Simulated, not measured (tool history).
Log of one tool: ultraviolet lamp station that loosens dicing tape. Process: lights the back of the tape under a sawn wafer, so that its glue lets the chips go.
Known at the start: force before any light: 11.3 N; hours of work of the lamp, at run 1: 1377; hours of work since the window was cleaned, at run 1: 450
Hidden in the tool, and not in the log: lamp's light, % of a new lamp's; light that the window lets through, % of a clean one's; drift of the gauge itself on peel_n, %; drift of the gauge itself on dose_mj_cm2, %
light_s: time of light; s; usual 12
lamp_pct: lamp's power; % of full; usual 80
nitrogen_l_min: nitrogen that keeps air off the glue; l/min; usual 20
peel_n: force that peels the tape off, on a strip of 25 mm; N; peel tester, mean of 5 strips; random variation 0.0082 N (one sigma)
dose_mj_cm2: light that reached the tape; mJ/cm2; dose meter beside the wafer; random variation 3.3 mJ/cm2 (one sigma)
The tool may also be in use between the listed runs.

| run | day | light_s | lamp_pct | nitrogen_l_min | hours of work of the lamp | hours of work since the window was cleaned | peel_n | dose_mj_cm2 |
|---|---|---|---|---|---|---|---|---|
| 1 | 0 | 12 | 80 | 20 | 1377 | 450 | 0.654 | 399 |
| 2 | 3.933 | 12 | 80 | 16 | 1442 | 514 | 0.757 | 386 |
|  | 5.383 | window cleaned of glue's vapour |
| 3 | 6.571 | 12 | 80 | 16 | 1484 | 19 | 0.978 | 343 |
| 4 | 9.033 | 17 | 80 | 20 | 1524 | 59 | 0.396 | 482 |
| 5 | 11.708 | 12 | 80 | 20 | 1568 | 103 | 0.948 | 338 |
| 6 | 15.525 | 12 | 80 | 20 | 1630 | 165 | 1.046 | 320 |
| 7 | 18.888 | 12 | 80 | 20 | 1685 | 220 | 1.108 | 315 |
|  | 21.867 | window cleaned of glue's vapour, once more |
| 8 | 22.317 | 12 | 80 | 20 | 1740 | 7 | 0.569 | 427 |
| 9 | 24.317 | 12 | 80 | 20 | 1773 | 40 | 0.586 | 416 |
| 10 | 27.304 | 12 | 80 | 20 | 1822 | 89 | 0.6 | 410 |
|  | 27.575 | lamp changed |
| 11 | 30.117 | 12 | 80 | 20 | 41 | 134 | 0.349 | 505 |
| 12 | 33.575 | 12 | 80 | 20 | 98 | 190 | 0.378 | 492 |
| 13 | 36.079 | 12 | 80 | 20 | 139 | 231 | 0.387 | 484 |
| 14 | 39.571 | 10 | 80 | 20 | 195 | 288 | 0.648 | 397 |
| 15 | 42.354 | 10 | 80 | 20 | 241 | 333 | 0.668 | 387 |
| 16 | 44.229 | 10 | 80 | 20 | 271 | 364 | 0.689 | 388 |
| 17 | 47.638 | 12 | 67 | 20 | 327 | 419 | 0.714 | 376 |
| 18 | 51.604 | 12 | 67 | 20 | 392 | 484 | 0.778 | 374 |
|  | 55.108 | window cleaned of glue's vapour |
| 19 | 55.654 | 12 | 67 | 20 | 457 | 9 | 0.539 | 421 |
| 20 | 57.521 | 21 | 80 | 20 | 488 | 39 | 0.148 | 863 |
| 21 | 59.85 | 21 | 80 | 20 | 526 | 77 | 0.161 | 846 |
| 22 | 62.742 | 12 | 74 | 20 | 573 | 124 | 0.474 | 437 |
| 23 | 66.221 | 10 | 93 | 40 | 630 | 181 | 0.375 | 457 |
| 24 | 69.233 | 10 | 93 | 9 | 679 | 230 | 0.77 | 447 |
| 25 | 73.35 | 11 | 60 | 24 | 746 | 297 | 1.122 | 307 |
| 26 | 77.354 | 12 | 80 | 33 | 811 | 363 | 0.413 | 434 |
| 27 | 79.571 | 7 | 99 | 20 | 847 | 399 | 1.206 | 306 |
| 28 | 82.938 | 11 | 77 | 19 | 902 | 454 | 0.78 | 371 |
| 29 | 86.267 | 9 | 80 | 38 | 956 | 508 | 0.945 | 308 |
|  | 88.079 | window cleaned of glue's vapour |
| 30 | 90.338 | 23 | 77 | 38 | 1022 | 37 | 0.155 | 844 |
| 31 | 92.7 | 16 | 80 | 38 | 1061 | 75 | 0.201 | 598 |
| 32 | 96.083 | 12 | 80 | 19 | 1116 | 130 | 0.521 | 444 |
| 33 | 99.392 | 15 | 80 | 38 | 1170 | 184 | 0.232 | 537 |
| 34 | 102.117 | 12 | 69 | 16 | 1214 | 229 | 0.849 | 370 |
| 35 | 105.2 | 12 | 69 | 16 | 1264 | 279 | 0.923 | 360 |
| 36 | 108.325 | 12 | 69 | 16 | 1315 | 330 | 0.942 | 348 |
| 37 | 111.025 | 19 | 96 | 14 | 1359 | 374 | 0.189 | 765 |
| 38 | 115.038 | 11 | 62 | 11 | 1425 | 439 | 1.813 | 282 |
| 39 | 117.192 | 17 | 76 | 40 | 1460 | 474 | 0.269 | 521 |
| 40 | 119.862 | 17 | 76 | 40 | 1503 | 518 | 0.278 | 510 |
|  | 121.096 | window cleaned of glue's vapour |
| 41 | 123.233 | 12 | 66 | 23 | 1558 | 35 | 0.788 | 356 |
| 42 | 125.021 | 10 | 80 | 20 | 1587 | 64 | 0.818 | 352 |

3 ways to go on from here, each from the tool as it stands after run 42. What would each give?
| A | 127.05 | 12 | 80 | 20 | 1620 | 97 | ? | ? |
| B | 127.05 | 12 | 61 | 20 | 1620 | 97 | ? | ? |
| C | 127.05 | 10 | 84 | 20 | 1620 | 97 | ? | ? |

| run | peel_n | dose_mj_cm2 |
|---|---|---|
| A | 0.591 | 422 |
| B | 1.082 | 323 |
| C | 0.776 | 369 |
Without the tool's hidden state the same runs would have given:
| run | peel_n | dose_mj_cm2 |
|---|---|---|
| A | 0.345 | 530 |
| B | 0.638 | 406 |
| C | 0.444 | 463 |
